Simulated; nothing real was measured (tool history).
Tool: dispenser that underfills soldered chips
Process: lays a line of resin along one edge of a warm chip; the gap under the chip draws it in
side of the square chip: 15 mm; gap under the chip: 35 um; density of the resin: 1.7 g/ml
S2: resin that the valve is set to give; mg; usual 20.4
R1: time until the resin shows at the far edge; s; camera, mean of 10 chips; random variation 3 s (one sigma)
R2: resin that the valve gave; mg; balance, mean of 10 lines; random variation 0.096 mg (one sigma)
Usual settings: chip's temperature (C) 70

run 1 hour=0.0 | chip's_temperature_(C)=70 S2=20.4 | R1=420.3 R2=19.66
-- hour=9.4 new syringe of resin
run 2 hour=11.3 | chip's_temperature_(C)=72 S2=20.4 | R1=309.3 R2=19.66
run 3 hour=19.9 | chip's_temperature_(C)=72 S2=20.4 | R1=424.3 R2=19.66
-- hour=26.5 new syringe of resin
run 4 hour=31.5 | chip's_temperature_(C)=70 S2=20.4 | R1=372.9 R2=19.32
-- hour=34.3 dispensing valve cleaned and set on the balance
run 5 hour=43.4 | chip's_temperature_(C)=70 S2=20.4 | R1=555.2 R2=20.37
-- hour=45.0 new syringe of resin
run 6 hour=51.1 | chip's_temperature_(C)=70 S2=20.4 | R1=391.8 R2=20.12
run 7 hour=57.1 | chip's_temperature_(C)=63 S2=20.4 | R1=653.1 R2=20.10
-- hour=62.3 new syringe of resin
run 8 hour=67.7 | chip's_temperature_(C)=63 S2=20.4 | R1=517.3 R2=20.07
run 9 hour=74.2 | chip's_temperature_(C)=63 S2=20.4 | R1=663.1 R2=19.90
-- hour=80.1 new syringe of resin
run 10 hour=83.2 | chip's_temperature_(C)=63 S2=20.4 | R1=476.8 R2=19.78
run 11 hour=93.6 | chip's_temperature_(C)=63 S2=20.4 | R1=709.7 R2=19.75
-- hour=97.2 new syringe of resin
run 12 hour=100.3 | chip's_temperature_(C)=63 S2=26.4 | R1=463.7 R2=25.39
run 13 hour=105.4 | chip's_temperature_(C)=63 S2=26.4 | R1=565.1 R2=25.50
run 14 hour=113.0 | chip's_temperature_(C)=63 S2=26.4 | R1=757.6 R2=25.34
-- hour=114.6 new syringe of resin
run 15 hour=118.6 | chip's_temperature_(C)=63 S2=26.4 | R1=485.1 R2=25.26
run 16 hour=127.9 | chip's_temperature_(C)=63 S2=26.4 | R1=693.8 R2=25.24
-- hour=131.8 new syringe of resin
run 17 hour=134.6 | chip's_temperature_(C)=63 S2=17.4 | R1=497.1 R2=16.51
-- hour=140.0 dispensing valve cleaned and set on the balance
run 18 hour=142.8 | chip's_temperature_(C)=70 S2=17.6 | R1=475.2 R2=17.52
-- hour=150.4 new syringe of resin
run 19 hour=154.1 | chip's_temperature_(C)=70 S2=17.6 | R1=363.8 R2=17.53
run 20 hour=163.2 | chip's_temperature_(C)=62 S2=20.7 | R1=707.5 R2=20.33
-- hour=167.9 new syringe of resin
run 21 hour=171.9 | chip's_temperature_(C)=62 S2=20.7 | R1=514.6 R2=20.41
run 22 hour=178.5 | chip's_temperature_(C)=60 S2=17.4 | R1=760.5 R2=17.15
-- hour=185.2 new syringe of resin
run 23 hour=189.4 | chip's_temperature_(C)=78 S2=22.8 | R1=248.9 R2=22.27
run 24 hour=195.6 | chip's_temperature_(C)=84 S2=22.9 | R1=244.3 R2=22.24
-- hour=202.3 new syringe of resin
run 25 hour=202.4 | chip's_temperature_(C)=70 S2=17.8 | R1=322.0 R2=17.25
run 26 hour=211.5 | chip's_temperature_(C)=62 S2=21.7 | R1=631.5 R2=21.09
run 27 hour=217.7 | chip's_temperature_(C)=62 S2=21.7 | R1=784.7 R2=20.87

The next listed run, before its measurement:
-- hour=219.4 new syringe of resin
run 28 hour=227.8 | chip's_temperature_(C)=62 S2=21.7 | R1=? R2=?

Run 28 gave R1 630.3 s, R2 20.79 mg.
Without the tool's hidden state the same run would have given R1 423.8 s, R2 21.75 mg.
